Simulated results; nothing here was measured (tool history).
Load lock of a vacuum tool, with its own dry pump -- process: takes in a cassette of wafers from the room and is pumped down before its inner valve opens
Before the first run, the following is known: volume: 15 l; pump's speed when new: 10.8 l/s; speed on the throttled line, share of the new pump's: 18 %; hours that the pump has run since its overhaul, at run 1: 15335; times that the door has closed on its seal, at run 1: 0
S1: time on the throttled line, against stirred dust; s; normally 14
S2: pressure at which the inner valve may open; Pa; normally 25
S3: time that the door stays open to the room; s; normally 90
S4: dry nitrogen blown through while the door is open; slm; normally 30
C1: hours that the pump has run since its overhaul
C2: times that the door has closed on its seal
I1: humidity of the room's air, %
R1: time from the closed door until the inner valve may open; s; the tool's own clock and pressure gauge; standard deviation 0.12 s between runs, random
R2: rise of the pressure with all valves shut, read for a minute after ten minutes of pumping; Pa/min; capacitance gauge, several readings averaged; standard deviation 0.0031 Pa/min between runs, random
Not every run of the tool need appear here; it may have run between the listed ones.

| run | hour | S1 | S2 | S3 | S4 | C1 | C2 | I1 | R1 | R2 |
|---|---|---|---|---|---|---|---|---|---|---|
| 1 | 0 | 14 | 25 | 90 | 30 | 15335 | 0 | 42.3 | 24.2 | 0.074 |
| 2 | 546.7 | 14 | 25 | 90 | 30 | 15882 | 1814 | 42.1 | 24 | 0.084 |
| 3 | 826.6 | 14 | 25 | 90 | 30 | 16162 | 2742 | 44.1 | 24.4 | 0.087 |
| 4 | 1087.5 | 14 | 25 | 90 | 30 | 16422 | 3608 | 46.2 | 24 | 0.093 |
| 5 | 1659.3 | 14 | 25 | 90 | 30 | 16994 | 5505 | 46.8 | 24.3 | 0.104 |
| 6 | 2018 | 14 | 25 | 32 | 30 | 17353 | 6695 | 45.9 | 24.2 | 0.087 |
| 7 | 2316.9 | 14 | 25 | 90 | 30 | 17652 | 7686 | 42.7 | 24.2 | 0.103 |
| 8 | 2859.4 | 14 | 25 | 90 | 30 | 18194 | 9486 | 43.4 | 24.4 | 0.119 |
| 9 | 3270.4 | 14 | 25 | 90 | 7 | 18605 | 10849 | 42.7 | 24.5 | 0.162 |
| 10 | 3657.8 | 14 | 25 | 40 | 7 | 18993 | 12135 | 45.2 | 24.3 | 0.143 |
| 11 | 4171 | 14 | 25 | 90 | 30 | 19506 | 13837 | 43 | 24.3 | 0.155 |
| 12 | 4712.8 | 14 | 25 | 104 | 30 | 20048 | 15635 | 43.4 | 24.6 | 0.18 |
| 13 | 5141.6 | 14 | 25 | 90 | 30 | 20476 | 17057 | 42.4 | 24.8 | 0.177 |
| 14 | 5480.4 | 14 | 25 | 90 | 30 | 20815 | 18181 | 45.4 | 24.5 | 0.197 |
| 15 | 5715.3 | 14 | 25 | 90 | 30 | 21050 | 18960 | 50.7 | 24.6 | 0.206 |
| 16 | 6288.7 | 14 | 18 | 177 | 10 | 21624 | 20863 | 47.8 | 25.1 | 0.294 |
| 17 | 6758.1 | 14 | 19 | 90 | 30 | 22093 | 22420 | 43.2 | 25.1 | 0.229 |
| 18 | 7158.5 | 14 | 19 | 90 | 30 | 22493 | 23748 | 45.8 | 25.1 | 0.258 |
| 19 | 7629.5 | 20 | 43 | 33 | 16 | 22964 | 25311 | 47 | 28.8 | 0.265 |
| 20 | 8180.6 | 23 | 45 | 90 | 30 | 23516 | 27139 | 47.4 | 31 | 0.308 |
| 21 | 8757.6 | 23 | 45 | 90 | 30 | 24092 | 29053 | 48.5 | 30.8 | 0.318 |
| 22 | 9114.8 | 23 | 45 | 90 | 30 | 24450 | 30239 | 45.4 | 31 | 0.325 |

Forecast run 23:
|  | 9310.1 | dry pump taken out, an overhauled one fitted |
| 23 | 9646.9 | 14 | 20 | 87 | 11 | 337 | 31984 | 42.5 | ? | ? |

R1: 23.1 s
R2: 0.368 Pa/min
Minus the tool's unlogged condition, the same run would have read R1 23.2 s, R2 0.085 Pa/min.

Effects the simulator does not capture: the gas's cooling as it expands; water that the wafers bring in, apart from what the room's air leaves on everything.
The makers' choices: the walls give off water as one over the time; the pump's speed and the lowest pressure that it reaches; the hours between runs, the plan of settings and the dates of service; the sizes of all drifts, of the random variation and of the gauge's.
